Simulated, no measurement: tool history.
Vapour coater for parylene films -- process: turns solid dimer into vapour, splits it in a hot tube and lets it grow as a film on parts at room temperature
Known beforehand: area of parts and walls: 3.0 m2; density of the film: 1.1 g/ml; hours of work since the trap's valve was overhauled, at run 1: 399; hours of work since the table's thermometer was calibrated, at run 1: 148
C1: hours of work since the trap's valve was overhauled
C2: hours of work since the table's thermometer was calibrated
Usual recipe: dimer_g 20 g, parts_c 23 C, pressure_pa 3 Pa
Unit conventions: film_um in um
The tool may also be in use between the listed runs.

Run 1, day 0: usual settings; C1 399; C2 148. Result: film_um 3.07 um.
Run 2, day 0.833: usual settings; C1 416; C2 165. Result: film_um 3.01 um.
Run 3, day 1.375: usual settings but dimer_g 10 g; C1 427; C2 177. Result: film_um 1.56 um.
Run 4, day 1.779: usual settings but dimer_g 10 g; C1 436; C2 185. Result: film_um 1.52 um.
At day 2.375: trap's valve overhauled.
Run 5, day 2.475: usual settings but dimer_g 10 g; C1 2; C2 196. Result: film_um 1.4 um.
Run 6, day 2.958: usual settings but dimer_g 10 g; C1 12; C2 206. Result: film_um 1.41 um.
Run 7, day 3.683: usual settings but dimer_g 10 g; C1 27; C2 221. Result: film_um 1.34 um.
Run 8, day 4.175: usual settings but dimer_g 10 g; C1 37; C2 231. Result: film_um 1.4 um.
At day 4.804: trap's valve overhauled, once more.
Run 9, day 5.142: usual settings but pressure_pa 6.05 Pa; C1 7; C2 248. Result: film_um 3.35 um.
Run 10, day 5.954: usual settings but parts_c 17 C; C1 24; C2 265. Result: film_um 4.32 um.
Run 11, day 6.642: usual settings but parts_c 27 C; C1 38; C2 279. Result: film_um 3.05 um.
Run 12, day 7.167: usual settings; C1 49; C2 290. Result: film_um 3.46 um.
Run 13, day 7.742: usual settings; C1 61; C2 302. Result: film_um 3.43 um.
Run 14, day 8.525: usual settings but pressure_pa 2.13 Pa; C1 77; C2 318. Result: film_um 3.54 um.
Run 15, day 9.308: usual settings but pressure_pa 2.13 Pa; C1 94; C2 334. Result: film_um 3.52 um.
Run 16, day 9.704: usual settings but pressure_pa 2.13 Pa; C1 102; C2 342. Result: film_um 3.46 um.
Run 17, day 10.283: usual settings but pressure_pa 2.13 Pa; C1 114; C2 354. Result: film_um 3.47 um.
Run 18, day 10.821: usual settings but dimer_g 34 g; C1 125; C2 366. Result: film_um 5.73 um.
Run 19, day 11.354: usual settings but dimer_g 10 g, parts_c 25 C, pressure_pa 3.7 Pa; C1 136; C2 377. Result: film_um 1.53 um.
Run 20, day 12.142: usual settings but dimer_g 10 g, parts_c 25 C, pressure_pa 3.7 Pa; C1 152; C2 393. Result: film_um 1.56 um.
Run 21, day 12.829: usual settings but dimer_g 10 g, parts_c 25 C, pressure_pa 3.7 Pa; C1 167; C2 407. Result: film_um 1.55 um.
Run 22, day 13.308: usual settings but dimer_g 14 g, parts_c 25 C, pressure_pa 9.2 Pa; C1 177; C2 417. Result: film_um 2.06 um.
Run 23, day 14.062: usual settings but dimer_g 32 g, parts_c 25 C, pressure_pa 5.17 Pa; C1 192; C2 433. Result: film_um 4.87 um.
Run 24, day 14.654: usual settings but dimer_g 32 g, parts_c 25 C, pressure_pa 5.17 Pa; C1 204; C2 445. Result: film_um 4.75 um.
Run 25, day 15.421: usual settings but dimer_g 32 g, parts_c 25 C, pressure_pa 5.17 Pa; C1 220; C2 461. Result: film_um 4.76 um.
Run 26, day 15.938: usual settings but dimer_g 32 g, parts_c 25 C, pressure_pa 5.17 Pa; C1 231; C2 472. Result: film_um 4.79 um.
Run 27, day 16.654: usual settings but dimer_g 32 g, parts_c 25 C, pressure_pa 5.17 Pa; C1 246; C2 487. Result: film_um 4.74 um.
Run 28, day 17.317: usual settings but dimer_g 9 g, parts_c 25 C, pressure_pa 7.44 Pa; C1 260; C2 500. Result: film_um 1.28 um.
Run 29, day 17.675: usual settings but dimer_g 11 g, parts_c 32 C, pressure_pa 2.18 Pa; C1 267; C2 508. Result: film_um 1.32 um.
Run 30, day 18.096: usual settings but dimer_g 11 g, parts_c 32 C, pressure_pa 2.18 Pa; C1 276; C2 517. Result: film_um 1.34 um.
Run 31, day 18.908: usual settings but dimer_g 35 g, parts_c 32 C, pressure_pa 3.67 Pa; C1 293; C2 533. Result: film_um 4.14 um.
Run 32, day 19.321: usual settings but dimer_g 33 g, parts_c 17 C, pressure_pa 5.94 Pa; C1 301; C2 542. Result: film_um 6.19 um.
Run 33, day 19.775: usual settings but dimer_g 17 g, parts_c 22 C, pressure_pa 4.67 Pa; C1 311; C2 551. Result: film_um 2.72 um.

Run 34 comes next. What will it give?
Run 34, day 20.592: usual settings but dimer_g 9 g, parts_c 16 C, pressure_pa 2.18 Pa; C1 328; C2 568. Result: film_um ?.

{"run 34": {"film_um": 1.84}}
Take away the tool's hidden state, keep the run-to-run variation as it was, and the same run would have given film_um 2.06 um.

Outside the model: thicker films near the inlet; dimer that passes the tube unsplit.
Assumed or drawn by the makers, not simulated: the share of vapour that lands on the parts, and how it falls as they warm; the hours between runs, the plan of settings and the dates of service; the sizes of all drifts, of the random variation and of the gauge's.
